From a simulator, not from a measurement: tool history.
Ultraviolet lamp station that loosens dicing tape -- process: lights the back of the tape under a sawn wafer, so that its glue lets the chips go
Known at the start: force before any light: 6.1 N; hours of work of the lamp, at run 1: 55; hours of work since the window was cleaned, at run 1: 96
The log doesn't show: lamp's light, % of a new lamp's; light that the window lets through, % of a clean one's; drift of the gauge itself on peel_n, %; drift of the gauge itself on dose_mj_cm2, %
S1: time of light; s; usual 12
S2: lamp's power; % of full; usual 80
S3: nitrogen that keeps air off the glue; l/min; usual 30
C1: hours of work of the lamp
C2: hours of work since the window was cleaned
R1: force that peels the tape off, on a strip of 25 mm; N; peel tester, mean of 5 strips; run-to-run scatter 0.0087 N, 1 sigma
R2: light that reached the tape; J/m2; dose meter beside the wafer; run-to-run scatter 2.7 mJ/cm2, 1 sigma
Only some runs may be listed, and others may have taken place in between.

run 1 day=0.000 | S1=12 S2=80 S3=30 | C1=55 C2=96 | R1=0.397 R2=3580
run 2 day=0.454 | S1=12 S2=80 S3=30 | C1=62 C2=103 | R1=0.381 R2=3550
run 3 day=1.108 | S1=12 S2=80 S3=30 | C1=73 C2=114 | R1=0.394 R2=3580
run 4 day=1.883 | S1=12 S2=80 S3=30 | C1=85 C2=126 | R1=0.384 R2=3510
run 5 day=2.646 | S1=12 S2=80 S3=30 | C1=97 C2=138 | R1=0.404 R2=3480
-- day=2.704 window cleaned of glue's vapour
run 6 day=3.350 | S1=12 S2=80 S3=30 | C1=108 C2=10 | R1=0.376 R2=3560
run 7 day=4.225 | S1=12 S2=91 S3=17 | C1=122 C2=24 | R1=0.453 R2=3940
run 8 day=4.950 | S1=14 S2=81 S3=17 | C1=133 C2=36 | R1=0.413 R2=4150
run 9 day=5.604 | S1=22 S2=68 S3=12 | C1=144 C2=46 | R1=0.322 R2=5400
-- day=6.212 window cleaned of glue's vapour, once more
run 10 day=6.333 | S1=12 S2=83 S3=30 | C1=155 C2=2 | R1=0.379 R2=3700
run 11 day=6.967 | S1=12 S2=83 S3=30 | C1=165 C2=12 | R1=0.364 R2=3670

Hidden condition of the tool, last listed run before each entry between runs versus first listed run after:
Runs 5 to 6: window cleaned of glue's vapour (day 2.704)
  lamp's light, % of a new lamp's: 96.7 -> 96.6; light that the window lets through, % of a clean one's: 98.5 -> 98.2
  measured result minus the result with no hidden state, R1: +0.033 -> +0.034 N; R2: -180 -> -190 J/m2
Runs 9 to 10: window cleaned of glue's vapour, once more (day 6.212)
  lamp's light, % of a new lamp's: 96 -> 95.9; light that the window lets through, % of a clean one's: 97.8 -> 99.8
  measured result minus the result with no hidden state, R1: +0.031 -> +0.027 N; R2: -350 -> -170 J/m2
